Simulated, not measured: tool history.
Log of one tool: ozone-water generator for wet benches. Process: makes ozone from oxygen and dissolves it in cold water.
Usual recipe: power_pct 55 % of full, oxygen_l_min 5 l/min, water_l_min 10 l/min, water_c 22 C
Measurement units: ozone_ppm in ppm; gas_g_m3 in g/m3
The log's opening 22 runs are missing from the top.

run	day	power_pct	oxygen_l_min	water_l_min	water_c	ozone_ppm	gas_g_m3
23	41.221	55	5	10	23	19.3	143.5
24	43.433	42	5	6	22	19.5	114.1
25	46.029	42	5	6	22	19.4	113.1
26	47.792	55	5.9	10	22	19.1	133.4
27	50.133	55	5	10	22	19.2	143.7
28	52.296	95	4.49	10	23	29.8	234.3
29	54.817	95	3.74	10	19	32	250.6
30	57.462	95	5.45	10	19	31.6	209.3
31	59.3	88	7.58	9	25	25.8	170.6
32	60.867	57	2.7	15	17	16	190.4
33	61.971	49	4.51	12	20	16.7	135

4 options for the next run, each taken on its own from the tool as it stands now. Forecast them:
A	63.433	98	4.4	6	22	?	?
B	63.433	44	3.66	10	23	?	?
C	63.433	49	6.71	13	20	?	?
D	63.433	50	5	10	22	?	?

run	ozone_ppm	gas_g_m3
A	38.7	236.5
B	16	135.6
C	15.5	111.1
D	17.4	130.3
Without the tool's hidden state the same runs would have given:
run	ozone_ppm	gas_g_m3
A	47.9	280.8
B	18	146.9
C	17.8	121.9
D	20	143.3

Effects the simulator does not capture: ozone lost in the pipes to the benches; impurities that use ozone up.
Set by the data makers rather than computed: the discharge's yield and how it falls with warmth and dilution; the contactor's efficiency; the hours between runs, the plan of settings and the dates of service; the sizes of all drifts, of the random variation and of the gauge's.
